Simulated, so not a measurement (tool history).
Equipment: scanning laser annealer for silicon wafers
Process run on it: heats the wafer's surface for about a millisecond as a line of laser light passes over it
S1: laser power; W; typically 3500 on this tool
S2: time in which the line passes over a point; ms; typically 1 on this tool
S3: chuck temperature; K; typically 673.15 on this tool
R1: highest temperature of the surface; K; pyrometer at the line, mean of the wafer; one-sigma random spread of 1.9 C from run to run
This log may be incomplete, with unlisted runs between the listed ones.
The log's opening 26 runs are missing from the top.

Run 27, hour 270.2: usual settings but S2 0.88 ms, S3 650.15 K. Result: R1 1393.15 K.
Run 28, hour 283.4: usual settings but S2 0.96 ms, S3 684.15 K. Result: R1 1459.15 K.
Run 29, hour 290.9: usual settings but S1 3695 W, S2 0.7 ms, S3 684.15 K. Result: R1 1379.15 K.
Run 30, hour 300: usual settings but S1 3248 W, S2 1.17 ms, S3 684.15 K. Result: R1 1479.15 K.
Run 31, hour 312.9: usual settings but S1 3011 W, S2 0.75 ms, S3 684.15 K. Result: R1 1280.15 K.
Run 32, hour 322.2: usual settings but S3 669.15 K. Result: R1 1456.15 K.
Run 33, hour 335.2: usual settings but S1 3693 W, S2 0.82 ms, S3 641.15 K. Result: R1 1392.15 K.
Run 34, hour 346.7: usual settings but S1 3151 W, S2 1.12 ms, S3 641.15 K. Result: R1 1396.15 K.
Run 35, hour 360.4: usual settings but S1 3151 W, S2 1.12 ms, S3 641.15 K. Result: R1 1398.15 K.
Run 36, hour 370.1: usual settings but S2 0.85 ms, S3 653.15 K. Result: R1 1381.15 K.

What does the tool deliver on the next run?
Run 37, hour 380.3: usual settings but S2 0.9 ms. Result: R1 ?.

Run 37 yielded R1 1420.15 K.
Take away the tool's hidden state, keep the run-to-run variation as it was, and the same run would have given R1 1431.15 K.

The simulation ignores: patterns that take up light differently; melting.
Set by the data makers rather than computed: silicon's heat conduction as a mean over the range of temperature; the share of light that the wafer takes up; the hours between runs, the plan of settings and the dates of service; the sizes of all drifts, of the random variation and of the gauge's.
